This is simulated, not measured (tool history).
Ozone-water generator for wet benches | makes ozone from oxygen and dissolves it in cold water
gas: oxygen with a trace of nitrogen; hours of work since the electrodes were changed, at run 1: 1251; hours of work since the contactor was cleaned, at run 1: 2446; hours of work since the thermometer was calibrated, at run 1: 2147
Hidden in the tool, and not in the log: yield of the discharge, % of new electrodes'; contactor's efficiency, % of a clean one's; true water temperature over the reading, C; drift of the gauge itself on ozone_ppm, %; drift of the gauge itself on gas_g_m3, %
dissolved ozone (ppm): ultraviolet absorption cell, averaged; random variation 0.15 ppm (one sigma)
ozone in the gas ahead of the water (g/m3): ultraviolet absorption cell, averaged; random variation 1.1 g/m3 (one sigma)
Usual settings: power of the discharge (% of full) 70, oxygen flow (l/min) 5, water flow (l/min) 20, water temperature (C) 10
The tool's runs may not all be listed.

run   hour  power of the discharge (% of full)  oxygen flow (l/min)  water flow (l/min)  water temperature (C)  hours of work since the electrodes were changed  hours of work since the contactor was cleaned  hours of work since the thermometer was calibrated  dissolved ozone (ppm)  ozone in the gas ahead of the water (g/m3)
  1      0                                  70                    5                  20                     10                                             1251                                           2446                                                2147                   16.2                                       182.3
  2   87.8                                  70                    5                  20                     10                                             1324                                           2518                                                2219                   16.5                                       183.5
  3  177.1                                  70                    5                  20                     10                                             1397                                           2592                                                2293                   16.2                                       181.6
  4  252.6                                  70                    5                  20                     10                                             1459                                           2654                                                2355                   16.1                                       181.2
  5    290                                  70                    5                  20                     10                                             1490                                           2684                                                2386                   16.1                                       181.2
  6  355.1                                  70                    5                  20                     10                                             1544                                           2738                                                2439                   16.1                                       180.8
  7  430.9                                  70                    5                  20                     10                                             1606                                           2801                                                2502                   16.1                                       180.1
  8  488.7                                  70                    5                  20                     13                                             1654                                           2848                                                2549                   15.5                                       180.1
  9  571.4                                  70                    5                  20                     13                                             1722                                           2916                                                2617                   15.1                                       177.7
 10    616                                  70                    5                  22                     10                                             1758                                           2953                                                2654                   14.5                                         179
     624.1  -- contactor cleaned
 11  662.5                                  58                 4.31                  17                      7                                             1794                                             32                                                2689                   17.1                                       174.5
 12  710.8                                  58                 4.31                  17                      7                                             1833                                             71                                                2729                   16.8                                       176.3
 13  781.7                                  58                 4.31                  17                      7                                             1892                                            130                                                2787                   16.8                                       172.6
 14  851.9                                  58                 2.52                  14                      7                                             1949                                            188                                                2845                     18                                       223.5
 15  895.9                                  77                  3.3                  27                     12                                             1986                                            224                                                2881                   10.4                                       222.3
 16  932.9                                  71                 2.92                  20                      5                                             2016                                            254                                                2912                   14.6                                       227.3

Forecast each of these 3 alternatives for the next run:
  A  988.7                                  69                    5                  22                     10                                             2062                                            300                                                2958                      ?                                           ?
  B  988.7                                  56                 2.92                  16                      5                                             2062                                            300                                                2958                      ?                                           ?
  C  988.7                                  50                    5                  28                     10                                             2062                                            300                                                2958                      ?                                           ?

run  dissolved ozone (ppm)  ozone in the gas ahead of the water (g/m3)
  A                   13.8                                       174.5
  B                   16.5                                       201.4
  C                    8.9                                       148.1
Without the tool's hidden state the same runs would have given:
run  dissolved ozone (ppm)  ozone in the gas ahead of the water (g/m3)
  A                   16.5                                       195.3
  B                   19.3                                       222.6
  C                   10.5                                       162.8
